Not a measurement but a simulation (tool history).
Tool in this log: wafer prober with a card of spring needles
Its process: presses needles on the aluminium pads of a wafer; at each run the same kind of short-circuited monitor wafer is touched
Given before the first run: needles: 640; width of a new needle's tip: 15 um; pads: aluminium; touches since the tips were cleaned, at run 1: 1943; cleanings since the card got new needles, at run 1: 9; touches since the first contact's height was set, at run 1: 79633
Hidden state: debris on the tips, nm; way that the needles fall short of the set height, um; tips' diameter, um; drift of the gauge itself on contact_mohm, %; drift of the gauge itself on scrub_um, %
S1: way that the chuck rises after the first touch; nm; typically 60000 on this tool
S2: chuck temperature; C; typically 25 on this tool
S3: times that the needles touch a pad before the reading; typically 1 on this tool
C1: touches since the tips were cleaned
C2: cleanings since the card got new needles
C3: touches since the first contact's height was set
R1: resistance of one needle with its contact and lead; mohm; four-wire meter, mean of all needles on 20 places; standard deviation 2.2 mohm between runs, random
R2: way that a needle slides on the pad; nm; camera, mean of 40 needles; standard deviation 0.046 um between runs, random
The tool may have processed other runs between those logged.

run	hour	S1	S2	S3	C1	C2	C3	R1	R2
1	0.0	60000	25	1	1943	9	79633	356	14270
# hour 7.9: tips cleaned on abrasive film
2	8.3	60000	25	1	283	10	85354	279	14320
3	12.2	60000	25	1	3005	10	88076	367	14390
# hour 18.8: tips cleaned on abrasive film
4	20.3	60000	25	1	1070	11	93675	309	14300
5	27.9	60000	25	1	6343	11	98948	406	14340
# hour 29.2: tips cleaned on abrasive film
6	33.1	60000	72	1	2682	12	102524	369	14330
# hour 39.5: tips cleaned on abrasive film
7	39.8	70000	111	1	207	13	107167	288	16680
8	44.8	42000	93	1	3702	13	110662	514	9830
9	49.4	42000	93	1	6901	13	113861	562	9910
# hour 50.2: tips cleaned on abrasive film
10	55.6	42000	54	1	3822	14	118152	530	9800
# hour 60.8: tips cleaned on abrasive film
11	64.7	42000	54	1	2785	15	124435	487	9810

5 ways to go on from here, each from the tool as it stands after run 11. What would each give?
A	68.6	42000	71	1	5470	15	127120	?	?
B	68.6	50000	124	1	5470	15	127120	?	?
C	68.6	60000	31	2	5470	15	127120	?	?
D	68.6	60000	25	2	5470	15	127120	?	?
E	68.6	42000	54	1	5470	15	127120	?	?

run	R1	R2
A	550	9790
B	471	11750
C	341	14240
D	337	14260
E	548	9820
The same runs, with their run-to-run variation unchanged, on a tool lacking any hidden condition would have given:
run	R1	R2
A	267	10230
B	283	12190
C	248	14680
D	244	14700
E	262	10260
